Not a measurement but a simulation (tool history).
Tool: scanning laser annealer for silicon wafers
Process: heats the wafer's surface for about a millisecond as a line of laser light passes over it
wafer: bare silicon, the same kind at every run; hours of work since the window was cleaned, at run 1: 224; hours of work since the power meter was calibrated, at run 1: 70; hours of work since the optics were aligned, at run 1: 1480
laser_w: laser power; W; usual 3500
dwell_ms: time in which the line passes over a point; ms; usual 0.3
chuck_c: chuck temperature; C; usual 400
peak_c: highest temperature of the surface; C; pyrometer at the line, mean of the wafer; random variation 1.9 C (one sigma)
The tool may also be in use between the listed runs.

run	hour	laser_w	dwell_ms	chuck_c	hours of work since the window was cleaned	hours of work since the power meter was calibrated	hours of work since the optics were aligned	peak_c
1	0	3500	0.3	400	224	70	1480	1111
2	4.4	3720	0.3	400	226	72	1482	1170
3	13.4	3720	0.3	400	230	75	1486	1171
4	19.8	3720	0.3	400	232	78	1488	1169
5	26.2	3720	0.3	400	235	81	1491	1172
6	34.4	3720	0.3	400	239	84	1495	1169
7	41.9	3500	0.3	400	242	88	1498	1109
8	50.9	3500	0.3	400	246	91	1502	1109
9	56.3	3500	0.3	393	248	94	1504	1102
10	65.7	3500	0.3	400	252	98	1508	1111
11	75.3	3500	0.3	400	256	102	1512	1110
12	82	3500	0.3	400	259	105	1515	1111
13	89.7	3500	0.327	400	262	108	1518	1145
14	95.5	3500	0.3	400	265	111	1521	1107
15	102.3	3500	0.3	400	268	114	1524	1112
16	108.6	3500	0.3	400	271	116	1526	1105
17	113.2	3500	0.3	400	273	118	1528	1107
18	120.9	3675	0.3	400	276	121	1532	1155
19	129.1	3675	0.3	400	279	125	1535	1153
20	137.6	3778	0.35	389	283	129	1539	1242
21	146.1	3778	0.35	389	287	132	1542	1242
22	151.4	3778	0.35	389	289	135	1545	1243
23	161.5	3009	0.21	400	293	139	1549	873
24	168.1	3569	0.23	367	296	142	1552	987
25	177.8	3500	0.251	385	300	146	1556	1019
26	187.7	3500	0.3	376	304	150	1560	1080
27	192.5	3500	0.375	376	306	152	1562	1175
28	200.9	3161	0.355	400	310	156	1566	1077
29	208.1	3849	0.3	400	313	159	1569	1201
30	218.1	3592	0.308	392	317	163	1573	1130
31	224.2	3592	0.308	392	320	166	1576	1130
32	229.1	2982	0.355	406	322	168	1578	1035
33	235.5	2982	0.355	406	325	171	1581	1034
34	239.7	3666	0.254	400	327	172	1582	1083
35	243.7	3143	0.369	415	328	174	1584	1105
36	251.1	3500	0.331	430	332	177	1587	1176
37	258.3	3539	0.287	400	335	180	1590	1097

Hidden state or all else? Some run-to-run changes of peak_c, split into what the settings, what came in and random variation would give without the hidden state, and what is left for the hidden state (with any gauge scatter that isn't in both results):
The hidden state here: light that passes the window, % of a clean one's; laser's true power over the reading, %; width of the line over the set one, %; drift of the gauge itself on peak_c, C.
Run 22 -> 23: laser_w 3778 -> 3009, dwell_ms 0.35 -> 0.21, chuck_c 389 -> 400. peak_c -370 C: hidden state +18, all else -388.
Run 23 -> 24: laser_w 3009 -> 3569, dwell_ms 0.21 -> 0.23, chuck_c 400 -> 367. peak_c +114 C: hidden state -8, all else +122.
Run 27 -> 28: laser_w 3500 -> 3161, dwell_ms 0.375 -> 0.355, chuck_c 376 -> 400. peak_c -98 C: hidden state +7, all else -105.
Run 28 -> 29: laser_w 3161 -> 3849, dwell_ms 0.355 -> 0.3. peak_c +124 C: hidden state -7, all else +131.
